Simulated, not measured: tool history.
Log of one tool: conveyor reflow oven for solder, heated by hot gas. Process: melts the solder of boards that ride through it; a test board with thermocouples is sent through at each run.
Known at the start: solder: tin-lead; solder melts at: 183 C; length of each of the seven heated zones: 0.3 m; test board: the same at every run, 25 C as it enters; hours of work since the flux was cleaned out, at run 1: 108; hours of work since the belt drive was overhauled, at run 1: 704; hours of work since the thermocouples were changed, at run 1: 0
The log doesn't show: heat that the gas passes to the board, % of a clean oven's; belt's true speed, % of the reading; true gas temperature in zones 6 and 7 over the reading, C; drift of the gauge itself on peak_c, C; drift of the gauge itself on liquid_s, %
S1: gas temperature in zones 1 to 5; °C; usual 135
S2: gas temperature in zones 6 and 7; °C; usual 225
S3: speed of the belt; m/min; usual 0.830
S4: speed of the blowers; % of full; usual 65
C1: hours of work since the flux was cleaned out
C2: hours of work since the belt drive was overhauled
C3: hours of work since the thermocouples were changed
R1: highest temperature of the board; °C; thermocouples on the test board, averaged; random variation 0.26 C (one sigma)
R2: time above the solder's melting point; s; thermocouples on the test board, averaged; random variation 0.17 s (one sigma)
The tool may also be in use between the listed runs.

run 1 hour=0.0 | S1=135 S2=225 S3=0.830 S4=65 | C1=108 C2=704 C3=0 | R1=206.5 R2=26.4
run 2 hour=65.0 | S1=122 S2=225 S3=0.830 S4=65 | C1=155 C2=751 C3=47 | R1=202.8 R2=21.7
run 3 hour=110.8 | S1=135 S2=225 S3=0.830 S4=65 | C1=188 C2=784 C3=80 | R1=205.9 R2=25.9
-- hour=155.6 flux residue cleaned out of gas plates and filters
run 4 hour=155.6 | S1=135 S2=219 S3=0.830 S4=65 | C1=0 C2=813 C3=109 | R1=199.0 R2=20.5
run 5 hour=195.3 | S1=135 S2=219 S3=0.830 S4=65 | C1=29 C2=842 C3=138 | R1=198.6 R2=20.6
-- hour=223.1 belt drive overhauled, speed set with a stopwatch
run 6 hour=261.0 | S1=135 S2=216 S3=0.830 S4=65 | C1=74 C2=28 C3=183 | R1=195.0 R2=16.4
run 7 hour=303.3 | S1=135 S2=225 S3=0.830 S4=54 | C1=104 C2=58 C3=214 | R1=199.7 R2=20.0
run 8 hour=364.1 | S1=135 S2=225 S3=0.830 S4=54 | C1=148 C2=102 C3=258 | R1=199.0 R2=19.7
run 9 hour=415.6 | S1=135 S2=225 S3=0.830 S4=65 | C1=186 C2=140 C3=295 | R1=201.4 R2=21.5
-- hour=467.7 flux residue cleaned out of gas plates and filters
run 10 hour=483.7 | S1=137 S2=225 S3=0.830 S4=65 | C1=12 C2=185 C3=341 | R1=206.6 R2=26.7
-- hour=526.7 flux residue cleaned out of gas plates and filters, once more
run 11 hour=546.0 | S1=137 S2=225 S3=0.962 S4=65 | C1=14 C2=227 C3=382 | R1=201.4 R2=19.2
run 12 hour=606.0 | S1=137 S2=225 S3=0.962 S4=65 | C1=58 C2=271 C3=426 | R1=200.9 R2=18.6
run 13 hour=675.7 | S1=137 S2=225 S3=0.962 S4=65 | C1=108 C2=321 C3=476 | R1=200.5 R2=18.2
run 14 hour=710.6 | S1=137 S2=225 S3=0.962 S4=65 | C1=133 C2=346 C3=502 | R1=199.5 R2=18.0
run 15 hour=767.7 | S1=137 S2=225 S3=0.962 S4=65 | C1=175 C2=388 C3=543 | R1=199.5 R2=17.9
run 16 hour=803.3 | S1=143 S2=216 S3=0.899 S4=71 | C1=201 C2=414 C3=569 | R1=197.1 R2=18.8
-- hour=832.8 flux residue cleaned out of gas plates and filters
run 17 hour=877.6 | S1=143 S2=216 S3=0.899 S4=71 | C1=33 C2=464 C3=619 | R1=198.9 R2=20.8
run 18 hour=912.6 | S1=123 S2=235 S3=0.964 S4=60 | C1=58 C2=489 C3=645 | R1=204.1 R2=18.4
run 19 hour=959.9 | S1=135 S2=218 S3=0.907 S4=65 | C1=92 C2=524 C3=679 | R1=196.9 R2=16.8
run 20 hour=1015.5 | S1=135 S2=218 S3=0.907 S4=65 | C1=133 C2=564 C3=719 | R1=196.2 R2=16.4
run 21 hour=1063.1 | S1=135 S2=218 S3=0.907 S4=65 | C1=167 C2=598 C3=754 | R1=196.5 R2=16.2
run 22 hour=1120.2 | S1=135 S2=218 S3=0.907 S4=65 | C1=208 C2=640 C3=795 | R1=195.8 R2=15.5
-- hour=1142.3 flux residue cleaned out of gas plates and filters
-- hour=1144.3 thermocouples of zones 6 and 7 changed
run 23 hour=1176.1 | S1=135 S2=218 S3=0.907 S4=65 | C1=23 C2=675 C3=23 | R1=198.1 R2=18.4
run 24 hour=1223.4 | S1=135 S2=218 S3=0.907 S4=66 | C1=57 C2=710 C3=57 | R1=197.9 R2=17.7
run 25 hour=1268.4 | S1=136 S2=225 S3=0.830 S4=65 | C1=90 C2=742 C3=90 | R1=206.5 R2=26.5
run 26 hour=1315.8 | S1=136 S2=225 S3=0.830 S4=65 | C1=124 C2=777 C3=124 | R1=206.5 R2=26.5
run 27 hour=1370.5 | S1=136 S2=214 S3=0.710 S4=65 | C1=164 C2=816 C3=164 | R1=200.7 R2=27.7
run 28 hour=1418.7 | S1=135 S2=220 S3=0.830 S4=73 | C1=199 C2=851 C3=199 | R1=202.2 R2=24.2
-- hour=1436.1 belt drive overhauled, speed set with a stopwatch
-- hour=1454.4 flux residue cleaned out of gas plates and filters
run 29 hour=1489.0 | S1=135 S2=225 S3=0.830 S4=59 | C1=25 C2=35 C3=244 | R1=204.3 R2=24.5

Forecast each of these 5 alternatives for the next run:
run A hour=1563.2 | S1=135 S2=215 S3=0.830 S4=73 | C1=79 C2=89 C3=297 | R1=? R2=?
run B hour=1563.2 | S1=135 S2=222 S3=0.718 S4=65 | C1=79 C2=89 C3=297 | R1=? R2=?
run C hour=1563.2 | S1=135 S2=233 S3=0.830 S4=59 | C1=79 C2=89 C3=297 | R1=? R2=?
run D hour=1563.2 | S1=135 S2=225 S3=0.830 S4=64 | C1=79 C2=89 C3=297 | R1=? R2=?
run E hour=1563.2 | S1=124 S2=227 S3=0.701 S4=59 | C1=79 C2=89 C3=297 | R1=? R2=?

run=A R1=198.7 R2=20.7
run=B R1=206.9 R2=31.2
run=C R1=210.8 R2=27.9
run=D R1=205.6 R2=24.9
run=E R1=209.6 R2=31.3
Without the tool's hidden state the same runs would have given:
run=A R1=199.9 R2=21.7
run=B R1=208.0 R2=32.0
run=C R1=212.0 R2=28.5
run=D R1=206.8 R2=25.7
run=E R1=210.8 R2=32.1
